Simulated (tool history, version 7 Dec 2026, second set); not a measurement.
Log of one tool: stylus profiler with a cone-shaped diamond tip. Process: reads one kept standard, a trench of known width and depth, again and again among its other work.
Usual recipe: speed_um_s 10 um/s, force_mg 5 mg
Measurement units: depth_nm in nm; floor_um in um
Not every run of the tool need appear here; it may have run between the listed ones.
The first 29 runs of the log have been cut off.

run	day	speed_um_s	force_mg	scans with this tip	hours of work since the height scale was calibrated	depth_nm	floor_um
30	29.396	5	9.19	8332	653	518.82	27.33
31	30.2	5	9.19	8513	667	518.67	27.35
32	31.221	4	8.8	8743	685	518.11	27.31
33	32.821	19	3.37	9104	714	509.36	27.28
34	33.5	15	11.76	9256	726	522.18	27.27
35	34.908	15	11.76	9573	751	521.69	27.29
36	36.35	3	8.13	9898	776	517.34	27.39
37	37.492	2	10.67	10155	796	520.66	27.36
38	38.329	34	2.56	10344	811	507.78	27.2
39	39.125	34	2.56	10523	825	507.92	27.13
# day 39.408: height scale calibrated on a step standard
# day 40.479: new tip fitted, height scale calibrated
40	40.496	8	2.96	4	0	508.6	27.3
41	42.096	8	2.96	365	29	508.72	27.29
42	42.962	8	2.96	559	44	508.51	27.33
43	44.283	26	2.8	857	67	508.38	27.22
44	45.475	26	2.8	1125	88	508.61	27.31

Forecast each of these 5 alternatives for the next run:
A	46.592	3	2	1377	108	?	?
B	46.592	6	3.54	1377	108	?	?
C	46.592	26	2.55	1377	108	?	?
D	46.592	6	2.8	1377	108	?	?
E	46.592	5	1.9	1377	108	?	?

run	depth_nm	floor_um
A	506.68	27.36
B	510	27.34
C	507.8	27.13
D	508.56	27.32
E	506.37	27.28
Stripped of hidden state, with their random variation kept, the same runs would have yielded:
run	depth_nm	floor_um
A	506.69	27.36
B	510	27.35
C	507.8	27.13
D	508.56	27.32
E	506.37	27.29
